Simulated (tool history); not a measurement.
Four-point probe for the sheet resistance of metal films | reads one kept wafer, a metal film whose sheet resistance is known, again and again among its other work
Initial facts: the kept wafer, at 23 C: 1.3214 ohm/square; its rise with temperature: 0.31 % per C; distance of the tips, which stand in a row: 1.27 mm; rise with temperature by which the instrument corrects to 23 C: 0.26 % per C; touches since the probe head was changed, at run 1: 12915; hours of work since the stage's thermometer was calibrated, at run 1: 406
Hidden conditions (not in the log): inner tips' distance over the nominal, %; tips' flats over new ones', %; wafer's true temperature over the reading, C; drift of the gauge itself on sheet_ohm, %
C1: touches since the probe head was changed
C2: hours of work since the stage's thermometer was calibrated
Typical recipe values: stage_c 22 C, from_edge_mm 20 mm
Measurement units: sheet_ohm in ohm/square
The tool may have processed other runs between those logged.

{"run": 1, "hour": 0.0, "stage_c": 22, "from_edge_mm": 20, "C1": 12915, "C2": 406, "sheet_ohm": 1.323362}
{"run": 2, "hour": 9.7, "stage_c": 22, "from_edge_mm": 34, "C1": 13217, "C2": 413, "sheet_ohm": 1.322015}
{"run": 3, "hour": 22.8, "stage_c": 22, "from_edge_mm": 4, "C1": 13624, "C2": 422, "sheet_ohm": 1.388418}
{"run": 4, "hour": 38.1, "stage_c": 22, "from_edge_mm": 4, "C1": 14101, "C2": 433, "sheet_ohm": 1.388656}
{"run": 5, "hour": 49.3, "stage_c": 33, "from_edge_mm": 20, "C1": 14452, "C2": 441, "sheet_ohm": 1.330909}
{"run": 6, "hour": 57.3, "stage_c": 33, "from_edge_mm": 20, "C1": 14701, "C2": 447, "sheet_ohm": 1.330908}
{"run": 7, "hour": 67.9, "stage_c": 33, "from_edge_mm": 3, "C1": 15031, "C2": 454, "sheet_ohm": 1.443972}
{"run": 8, "hour": 77.2, "stage_c": 26, "from_edge_mm": 3, "C1": 15322, "C2": 461, "sheet_ohm": 1.438885}
{"run": 9, "hour": 86.4, "stage_c": 22, "from_edge_mm": 20, "C1": 15608, "C2": 467, "sheet_ohm": 1.32377}
{"run": 10, "hour": 101.5, "stage_c": 30, "from_edge_mm": 18, "C1": 16076, "C2": 478, "sheet_ohm": 1.329529}
{"run": 11, "hour": 114.4, "stage_c": 18, "from_edge_mm": 51, "C1": 16479, "C2": 487, "sheet_ohm": 1.318215}
{"run": 12, "hour": 130.4, "stage_c": 21, "from_edge_mm": 67, "C1": 16977, "C2": 499, "sheet_ohm": 1.320009}
{"run": 13, "hour": 144.6, "stage_c": 27, "from_edge_mm": 4, "C1": 17419, "C2": 509, "sheet_ohm": 1.391659}
{"run": 14, "hour": 158.0, "stage_c": 27, "from_edge_mm": 4, "C1": 17837, "C2": 519, "sheet_ohm": 1.391709}
{"run": 15, "hour": 169.3, "stage_c": 30, "from_edge_mm": 29, "C1": 18189, "C2": 527, "sheet_ohm": 1.327313}
{"run": 16, "hour": 179.5, "stage_c": 30, "from_edge_mm": 29, "C1": 18508, "C2": 534, "sheet_ohm": 1.327785}

Branching from run 16: 4 alternative next runs. What would each branch give?
{"run": "A", "hour": 192.0, "stage_c": 30, "from_edge_mm": 56, "C1": 18896, "C2": 543, "sheet_ohm": "?"}
{"run": "B", "hour": 192.0, "stage_c": 27, "from_edge_mm": 3, "C1": 18896, "C2": 543, "sheet_ohm": "?"}
{"run": "C", "hour": 192.0, "stage_c": 22, "from_edge_mm": 44, "C1": 18896, "C2": 543, "sheet_ohm": "?"}
{"run": "D", "hour": 192.0, "stage_c": 19, "from_edge_mm": 16, "C1": 18896, "C2": 543, "sheet_ohm": "?"}

run=A sheet_ohm=1.326170
run=B sheet_ohm=1.439568
run=C sheet_ohm=1.321618
run=D sheet_ohm=1.323092
With the hidden condition removed and each run's random variation left untouched, the same runs would have given:
run=A sheet_ohm=1.326170
run=B sheet_ohm=1.439568
run=C sheet_ohm=1.321618
run=D sheet_ohm=1.323092
